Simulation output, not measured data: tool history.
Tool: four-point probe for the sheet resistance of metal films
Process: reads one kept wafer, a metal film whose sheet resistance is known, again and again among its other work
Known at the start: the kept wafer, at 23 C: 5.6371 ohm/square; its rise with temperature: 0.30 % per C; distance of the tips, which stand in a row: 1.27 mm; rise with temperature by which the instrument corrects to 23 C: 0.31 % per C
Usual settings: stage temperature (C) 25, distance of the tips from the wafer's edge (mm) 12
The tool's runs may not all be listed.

run	hour	stage temperature (C)	distance of the tips from the wafer's edge (mm)	sheet resistance as the instrument gives it (ohm/square)
1	0	25	12	5.671245
2	66.3	24	12	5.669588
# hour 148.7: stage's thermometer calibrated
3	156.2	24	12	5.670409
4	234.7	25	3	6.127309
5	283.4	25	9	5.696898
6	328.8	25	12	5.670747
7	369	22	3	6.125351
8	405.6	22	3	6.129555
9	483.5	30	15	5.655592
10	541.7	20	5	5.826726
11	606.5	20	5	5.827662
12	682.5	20	5	5.828716

Forecast each of these 3 alternatives for the next run:
A	755.9	18	5	?
B	755.9	24	29	?
C	755.9	29	17	?

run	sheet resistance as the instrument gives it (ohm/square)
A	5.828936
B	5.642799
C	5.653437
Without the tool's hidden state the same runs would have given:
run	sheet resistance as the instrument gives it (ohm/square)
A	5.82877
B	5.642639
C	5.653278
